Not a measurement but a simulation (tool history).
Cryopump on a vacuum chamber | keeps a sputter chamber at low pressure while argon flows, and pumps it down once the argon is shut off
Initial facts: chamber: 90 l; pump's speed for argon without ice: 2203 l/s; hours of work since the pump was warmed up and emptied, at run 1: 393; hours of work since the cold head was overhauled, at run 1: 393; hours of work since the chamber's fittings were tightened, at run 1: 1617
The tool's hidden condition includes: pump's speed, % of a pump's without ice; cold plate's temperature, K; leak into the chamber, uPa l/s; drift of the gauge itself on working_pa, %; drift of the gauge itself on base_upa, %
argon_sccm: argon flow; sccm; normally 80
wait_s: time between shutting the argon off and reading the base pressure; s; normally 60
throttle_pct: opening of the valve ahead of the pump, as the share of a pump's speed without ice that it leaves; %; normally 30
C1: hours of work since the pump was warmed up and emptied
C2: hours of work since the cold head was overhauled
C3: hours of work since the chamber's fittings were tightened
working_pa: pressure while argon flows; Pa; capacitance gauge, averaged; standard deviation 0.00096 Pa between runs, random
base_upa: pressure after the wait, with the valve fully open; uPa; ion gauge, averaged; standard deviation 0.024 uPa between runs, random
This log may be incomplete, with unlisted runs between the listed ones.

{"run": 1, "hour": 0.0, "argon_sccm": 80, "wait_s": 60, "throttle_pct": 30, "C1": 393, "C2": 393, "C3": 1617, "working_pa": 0.2294, "base_upa": 1.02}
{"run": 2, "hour": 19.0, "argon_sccm": 80, "wait_s": 60, "throttle_pct": 30, "C1": 407, "C2": 407, "C3": 1630, "working_pa": 0.231, "base_upa": 1.1}
{"run": 3, "hour": 41.8, "argon_sccm": 80, "wait_s": 60, "throttle_pct": 30, "C1": 424, "C2": 424, "C3": 1647, "working_pa": 0.2316, "base_upa": 1.02}
{"run": 4, "hour": 58.7, "argon_sccm": 80, "wait_s": 60, "throttle_pct": 30, "C1": 436, "C2": 436, "C3": 1659, "working_pa": 0.2343, "base_upa": 1.09}
{"hour": 74.3, "done": "pump warmed up, emptied and cooled again"}
{"run": 5, "hour": 101.4, "argon_sccm": 80, "wait_s": 97, "throttle_pct": 30, "C1": 20, "C2": 463, "C3": 1687, "working_pa": 0.2056, "base_upa": 0.71}
{"run": 6, "hour": 141.7, "argon_sccm": 80, "wait_s": 97, "throttle_pct": 30, "C1": 49, "C2": 493, "C3": 1716, "working_pa": 0.207, "base_upa": 0.71}
{"run": 7, "hour": 163.1, "argon_sccm": 80, "wait_s": 220, "throttle_pct": 30, "C1": 65, "C2": 508, "C3": 1732, "working_pa": 0.2087, "base_upa": 0.46}
{"run": 8, "hour": 192.3, "argon_sccm": 80, "wait_s": 97, "throttle_pct": 30, "C1": 86, "C2": 530, "C3": 1753, "working_pa": 0.21, "base_upa": 0.7}
{"run": 9, "hour": 228.0, "argon_sccm": 80, "wait_s": 97, "throttle_pct": 30, "C1": 112, "C2": 556, "C3": 1779, "working_pa": 0.2098, "base_upa": 0.72}
{"run": 10, "hour": 247.7, "argon_sccm": 89, "wait_s": 97, "throttle_pct": 30, "C1": 126, "C2": 570, "C3": 1793, "working_pa": 0.2368, "base_upa": 0.75}
{"run": 11, "hour": 278.0, "argon_sccm": 61, "wait_s": 97, "throttle_pct": 30, "C1": 148, "C2": 592, "C3": 1815, "working_pa": 0.1632, "base_upa": 0.77}
{"run": 12, "hour": 310.6, "argon_sccm": 61, "wait_s": 97, "throttle_pct": 30, "C1": 172, "C2": 616, "C3": 1839, "working_pa": 0.1641, "base_upa": 0.75}
{"run": 13, "hour": 342.3, "argon_sccm": 61, "wait_s": 97, "throttle_pct": 30, "C1": 195, "C2": 639, "C3": 1862, "working_pa": 0.1642, "base_upa": 0.75}
{"run": 14, "hour": 379.0, "argon_sccm": 61, "wait_s": 97, "throttle_pct": 30, "C1": 222, "C2": 666, "C3": 1889, "working_pa": 0.166, "base_upa": 0.81}
{"run": 15, "hour": 405.2, "argon_sccm": 61, "wait_s": 97, "throttle_pct": 30, "C1": 241, "C2": 685, "C3": 1908, "working_pa": 0.1662, "base_upa": 0.77}
{"run": 16, "hour": 423.3, "argon_sccm": 61, "wait_s": 97, "throttle_pct": 30, "C1": 254, "C2": 698, "C3": 1921, "working_pa": 0.1678, "base_upa": 0.81}
{"run": 17, "hour": 460.9, "argon_sccm": 61, "wait_s": 97, "throttle_pct": 30, "C1": 281, "C2": 725, "C3": 1948, "working_pa": 0.1699, "base_upa": 0.76}
{"run": 18, "hour": 497.2, "argon_sccm": 77, "wait_s": 97, "throttle_pct": 30, "C1": 308, "C2": 752, "C3": 1975, "working_pa": 0.2166, "base_upa": 0.8}
{"run": 19, "hour": 524.7, "argon_sccm": 110, "wait_s": 60, "throttle_pct": 30, "C1": 328, "C2": 772, "C3": 1995, "working_pa": 0.3087, "base_upa": 1.07}
{"run": 20, "hour": 548.5, "argon_sccm": 69, "wait_s": 60, "throttle_pct": 30, "C1": 345, "C2": 789, "C3": 2012, "working_pa": 0.1965, "base_upa": 1.11}
{"run": 21, "hour": 573.8, "argon_sccm": 33, "wait_s": 32, "throttle_pct": 35, "C1": 364, "C2": 807, "C3": 2031, "working_pa": 0.0821, "base_upa": 1.76}
{"run": 22, "hour": 591.8, "argon_sccm": 80, "wait_s": 161, "throttle_pct": 57, "C1": 377, "C2": 820, "C3": 2044, "working_pa": 0.1324, "base_upa": 0.72}
{"run": 23, "hour": 624.3, "argon_sccm": 140, "wait_s": 201, "throttle_pct": 19, "C1": 400, "C2": 844, "C3": 2067, "working_pa": 0.6136, "base_upa": 0.63}
{"run": 24, "hour": 653.9, "argon_sccm": 67, "wait_s": 33, "throttle_pct": 30, "C1": 422, "C2": 866, "C3": 2089, "working_pa": 0.196, "base_upa": 1.7}
{"hour": 687.3, "done": "pump warmed up, emptied and cooled again"}
{"run": 25, "hour": 697.0, "argon_sccm": 103, "wait_s": 271, "throttle_pct": 47, "C1": 7, "C2": 893, "C3": 2117, "working_pa": 0.1695, "base_upa": 0.45}
{"run": 26, "hour": 718.8, "argon_sccm": 103, "wait_s": 271, "throttle_pct": 47, "C1": 23, "C2": 909, "C3": 2132, "working_pa": 0.1697, "base_upa": 0.43}
{"run": 27, "hour": 754.3, "argon_sccm": 127, "wait_s": 60, "throttle_pct": 21, "C1": 49, "C2": 935, "C3": 2158, "working_pa": 0.47, "base_upa": 0.98}
{"run": 28, "hour": 780.7, "argon_sccm": 100, "wait_s": 60, "throttle_pct": 16, "C1": 68, "C2": 954, "C3": 2178, "working_pa": 0.4845, "base_upa": 1.02}
{"run": 29, "hour": 811.6, "argon_sccm": 100, "wait_s": 60, "throttle_pct": 16, "C1": 91, "C2": 977, "C3": 2200, "working_pa": 0.4853, "base_upa": 1.03}
{"run": 30, "hour": 842.4, "argon_sccm": 67, "wait_s": 231, "throttle_pct": 30, "C1": 113, "C2": 999, "C3": 2223, "working_pa": 0.178, "base_upa": 0.49}
{"run": 31, "hour": 862.9, "argon_sccm": 72, "wait_s": 231, "throttle_pct": 38, "C1": 128, "C2": 1014, "C3": 2237, "working_pa": 0.1512, "base_upa": 0.52}
{"run": 32, "hour": 902.7, "argon_sccm": 72, "wait_s": 231, "throttle_pct": 38, "C1": 157, "C2": 1043, "C3": 2266, "working_pa": 0.1533, "base_upa": 0.51}
{"run": 33, "hour": 921.2, "argon_sccm": 63, "wait_s": 231, "throttle_pct": 52, "C1": 170, "C2": 1057, "C3": 2280, "working_pa": 0.1013, "base_upa": 0.51}

Branching from run 33: 4 alternative next runs. What would each branch give?
{"run": "A", "hour": 944.0, "argon_sccm": 39, "wait_s": 231, "throttle_pct": 52, "C1": 187, "C2": 1073, "C3": 2296, "working_pa": "?", "base_upa": "?"}
{"run": "B", "hour": 944.0, "argon_sccm": 80, "wait_s": 55, "throttle_pct": 30, "C1": 187, "C2": 1073, "C3": 2296, "working_pa": "?", "base_upa": "?"}
{"run": "C", "hour": 944.0, "argon_sccm": 89, "wait_s": 46, "throttle_pct": 25, "C1": 187, "C2": 1073, "C3": 2296, "working_pa": "?", "base_upa": "?"}
{"run": "D", "hour": 944.0, "argon_sccm": 51, "wait_s": 53, "throttle_pct": 59, "C1": 187, "C2": 1073, "C3": 2296, "working_pa": "?", "base_upa": "?"}

run=A working_pa=0.0628 base_upa=0.53
run=B working_pa=0.2146 base_upa=1.11
run=C working_pa=0.2852 base_upa=1.28
run=D working_pa=0.0726 base_upa=1.16
Stripped of hidden state, with their random variation kept, the same runs would have yielded:
run=A working_pa=0.0575 base_upa=0.31
run=B working_pa=0.2037 base_upa=0.90
run=C working_pa=0.2730 base_upa=1.07
run=D working_pa=0.0656 base_upa=0.94

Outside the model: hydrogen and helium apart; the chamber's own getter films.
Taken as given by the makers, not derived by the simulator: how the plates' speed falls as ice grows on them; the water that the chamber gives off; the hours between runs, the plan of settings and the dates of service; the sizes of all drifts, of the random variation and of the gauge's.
